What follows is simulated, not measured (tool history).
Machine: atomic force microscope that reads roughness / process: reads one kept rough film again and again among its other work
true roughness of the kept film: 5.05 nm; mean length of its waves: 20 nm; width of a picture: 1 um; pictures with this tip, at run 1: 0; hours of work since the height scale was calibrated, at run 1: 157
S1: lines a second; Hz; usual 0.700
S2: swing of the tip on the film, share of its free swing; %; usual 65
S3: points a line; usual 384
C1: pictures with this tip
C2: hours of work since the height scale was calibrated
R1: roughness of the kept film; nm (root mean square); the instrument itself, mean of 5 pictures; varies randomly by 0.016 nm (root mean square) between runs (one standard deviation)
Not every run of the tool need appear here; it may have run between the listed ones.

Run 1, day 0.000: usual settings; C1 0; C2 157. Result: R1 3.852 nm (root mean square).
Run 2, day 0.279: usual settings but S1 0.940 Hz; C1 17; C2 162. Result: R1 3.785 nm (root mean square).
Run 3, day 0.825: usual settings; C1 51; C2 172. Result: R1 3.672 nm (root mean square).
Run 4, day 1.288: usual settings but S3 538; C1 80; C2 181. Result: R1 3.609 nm (root mean square).
Run 5, day 1.571: usual settings but S3 538; C1 97; C2 187. Result: R1 3.553 nm (root mean square).
Run 6, day 1.933: usual settings but S1 1.163 Hz; C1 120; C2 193. Result: R1 3.400 nm (root mean square).
Run 7, day 2.192: usual settings but S1 2.435 Hz; C1 136; C2 198. Result: R1 3.202 nm (root mean square).
Run 8, day 2.600: usual settings but S2 59 %; C1 161; C2 206. Result: R1 3.341 nm (root mean square).
Run 9, day 3.050: usual settings; C1 189; C2 215. Result: R1 3.233 nm (root mean square).
Run 10, day 3.488: usual settings but S1 0.710 Hz; C1 216; C2 223. Result: R1 3.119 nm (root mean square).
Run 11, day 3.738: usual settings but S1 0.710 Hz; C1 231; C2 227. Result: R1 3.106 nm (root mean square).
Run 12, day 4.062: usual settings but S3 946; C1 252; C2 234. Result: R1 3.081 nm (root mean square).
Run 13, day 4.600: usual settings but S3 946; C1 285; C2 244. Result: R1 3.011 nm (root mean square).
At day 4.667: height scale calibrated on a step standard.
Run 14, day 5.133: usual settings; C1 315; C2 9. Result: R1 2.914 nm (root mean square).
At day 5.258: new tip fitted.
Run 15, day 5.446: usual settings but S1 2.172 Hz, S2 60 %, S3 783; C1 12; C2 14. Result: R1 3.776 nm (root mean square).
Run 16, day 5.958: usual settings but S1 2.172 Hz, S2 60 %, S3 783; C1 43; C2 24. Result: R1 3.665 nm (root mean square).
Run 17, day 6.238: usual settings but S1 1.596 Hz, S2 85 %, S3 294; C1 60; C2 29. Result: R1 3.199 nm (root mean square).
Run 18, day 6.533: usual settings but S1 0.524 Hz, S2 86 %; C1 79; C2 35. Result: R1 3.462 nm (root mean square).
Run 19, day 7.108: usual settings but S1 2.774 Hz, S2 57 %, S3 813; C1 114; C2 46. Result: R1 3.401 nm (root mean square).
Run 20, day 7.525: usual settings but S1 1.321 Hz, S2 61 %, S3 769; C1 140; C2 54. Result: R1 3.378 nm (root mean square).
At day 8.067: height scale calibrated on a step standard, once more.
Run 21, day 8.125: usual settings but S1 1.321 Hz, S2 61 %, S3 769; C1 175; C2 1. Result: R1 3.290 nm (root mean square).
Run 22, day 8.717: usual settings but S1 1.321 Hz, S2 61 %, S3 769; C1 211; C2 12. Result: R1 3.198 nm (root mean square).
Run 23, day 9.154: usual settings but S1 0.521 Hz, S2 74 %, S3 382; C1 238; C2 21. Result: R1 3.091 nm (root mean square).
Run 24, day 9.500: usual settings but S1 0.521 Hz, S2 70 %, S3 382; C1 260; C2 27. Result: R1 3.067 nm (root mean square).
Run 25, day 10.029: usual settings but S1 0.565 Hz, S2 72 %; C1 293; C2 37. Result: R1 2.955 nm (root mean square).
Run 26, day 10.404: usual settings but S1 0.565 Hz, S2 72 %; C1 316; C2 44. Result: R1 2.891 nm (root mean square).
At day 10.517: new tip fitted.
Run 27, day 10.858: usual settings but S1 1.275 Hz, S2 67 %; C1 21; C2 52. Result: R1 3.691 nm (root mean square).

Branching from run 27: 3 alternative next runs. What would each branch give?
Run A, day 11.433: usual settings but S1 1.407 Hz; C1 56; C2 63. Result: R1 ?.
Run B, day 11.433: usual settings but S1 1.275 Hz, S2 90 %; C1 56; C2 63. Result: R1 ?.
Run C, day 11.433: usual settings but S1 1.275 Hz, S2 86 %; C1 56; C2 63. Result: R1 ?.

run     R1
  A  3.603
  B  3.246
  C  3.303
Had the tool no hidden state, the same runs would have come out as:
run     R1
  A  3.831
  B  3.452
  C  3.512

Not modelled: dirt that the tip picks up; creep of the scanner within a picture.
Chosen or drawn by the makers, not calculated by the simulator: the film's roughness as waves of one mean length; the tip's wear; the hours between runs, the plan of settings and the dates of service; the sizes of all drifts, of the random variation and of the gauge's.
